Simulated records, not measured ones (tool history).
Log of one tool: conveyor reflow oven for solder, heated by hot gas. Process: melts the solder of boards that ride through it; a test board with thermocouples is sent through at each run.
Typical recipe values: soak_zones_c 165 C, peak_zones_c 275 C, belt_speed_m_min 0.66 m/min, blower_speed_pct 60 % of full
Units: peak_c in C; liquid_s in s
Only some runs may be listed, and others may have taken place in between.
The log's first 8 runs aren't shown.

run   hour  soak_zones_c  peak_zones_c  belt_speed_m_min  blower_speed_pct  peak_c  liquid_s
  9   60.3           165           275              0.66                60   244.7      37.2
 10   64.7           165           275              0.66                60   244.5      37.5
 11   75.1           165           275              0.66                60   244.4      37.2
 12   80.8           165           275              0.66                60   244.6      37.2
 13   90.4           165           275              0.66                60   244.8      37.1
 14   99.8           177           275              0.66                60   248.1      43.1
 15  105.4           177           275              0.66                60   247.5        43
 16    110           156           266             0.753                60   228.5      15.3
 17  114.6           174           270             0.547                52     247      51.2
     119.3  -- belt drive overhauled, speed set with a stopwatch
 18  125.6           165           275             0.712                68   244.7      35.1
 19    134           165           275             0.712                68   244.2      34.6
 20  143.2           165           275             0.712                68   244.7      34.2
 21    152           165           275             0.658                68   248.1      40.8
 22  158.9           172           275             0.658                73   251.5        46
 23    164           172           287             0.576                73     267      62.3
 24    169           172           287             0.576                73   266.6        62
 25  175.5           161           275              0.66                60   242.8      35.2
     182.3  -- belt drive overhauled, speed set with a stopwatch, once more
 26  187.6           172           268             0.632                57   240.7      37.5
 27  192.1           169           268              0.54                57   246.6      50.2
 28  200.1           169           290             0.725                57     249      36.9

What will run 29 give?
 29  206.6           163           281             0.725                57       ?         ?

Run 29 came out at peak_c 240.4 C, liquid_s 29.3 s.
Had the tool carried no hidden state, the very same run would have given peak_c 244.7 C, liquid_s 33.2 s.
